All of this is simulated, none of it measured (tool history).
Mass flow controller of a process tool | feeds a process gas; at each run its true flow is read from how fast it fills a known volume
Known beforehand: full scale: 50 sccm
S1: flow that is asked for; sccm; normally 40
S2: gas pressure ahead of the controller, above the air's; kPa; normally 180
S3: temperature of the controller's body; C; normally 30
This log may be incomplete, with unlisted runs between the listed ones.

{"run": 1, "hour": 0.0, "S1": 40, "S2": 180, "S3": 30, "true flow (%)": 99.61}
{"run": 2, "hour": 105.3, "S1": 40, "S2": 180, "S3": 30, "true flow (%)": 99.55}
{"run": 3, "hour": 218.8, "S1": 40, "S2": 143, "S3": 30, "true flow (%)": 99.61}
{"run": 4, "hour": 285.9, "S1": 40, "S2": 143, "S3": 30, "true flow (%)": 99.51}
{"run": 5, "hour": 398.6, "S1": 40, "S2": 143, "S3": 30, "true flow (%)": 99.47}
{"run": 6, "hour": 470.9, "S1": 40, "S2": 162, "S3": 30, "true flow (%)": 99.61}
{"run": 7, "hour": 564.7, "S1": 40, "S2": 180, "S3": 30, "true flow (%)": 99.41}
{"run": 8, "hour": 659.6, "S1": 36, "S2": 156, "S3": 23, "true flow (%)": 99.69}
{"run": 9, "hour": 725.5, "S1": 36, "S2": 156, "S3": 23, "true flow (%)": 99.55}
{"run": 10, "hour": 786.6, "S1": 24, "S2": 160, "S3": 30, "true flow (%)": 99.34}
{"run": 11, "hour": 883.9, "S1": 24, "S2": 160, "S3": 30, "true flow (%)": 99.24}
{"run": 12, "hour": 981.9, "S1": 11, "S2": 253, "S3": 28, "true flow (%)": 99.15}
{"run": 13, "hour": 1073.5, "S1": 17, "S2": 210, "S3": 31, "true flow (%)": 98.99}

5 ways to go on from here, each from the tool as it stands after run 13. What would each give?
{"run": "A", "hour": 1192.3, "S1": 17, "S2": 210, "S3": 27, "true flow (%)": "?"}
{"run": "B", "hour": 1192.3, "S1": 40, "S2": 155, "S3": 26, "true flow (%)": "?"}
{"run": "C", "hour": 1192.3, "S1": 9, "S2": 219, "S3": 34, "true flow (%)": "?"}
{"run": "D", "hour": 1192.3, "S1": 22, "S2": 210, "S3": 31, "true flow (%)": "?"}
{"run": "E", "hour": 1192.3, "S1": 17, "S2": 219, "S3": 33, "true flow (%)": "?"}

run=A true_flow_(%)=99.09
run=B true_flow_(%)=99.39
run=C true_flow_(%)=98.73
run=D true_flow_(%)=99.13
run=E true_flow_(%)=98.89
With the hidden condition removed and each run's random variation left untouched, the same runs would have given:
run=A true_flow_(%)=99.37
run=B true_flow_(%)=99.67
run=C true_flow_(%)=99.01
run=D true_flow_(%)=99.41
run=E true_flow_(%)=99.17
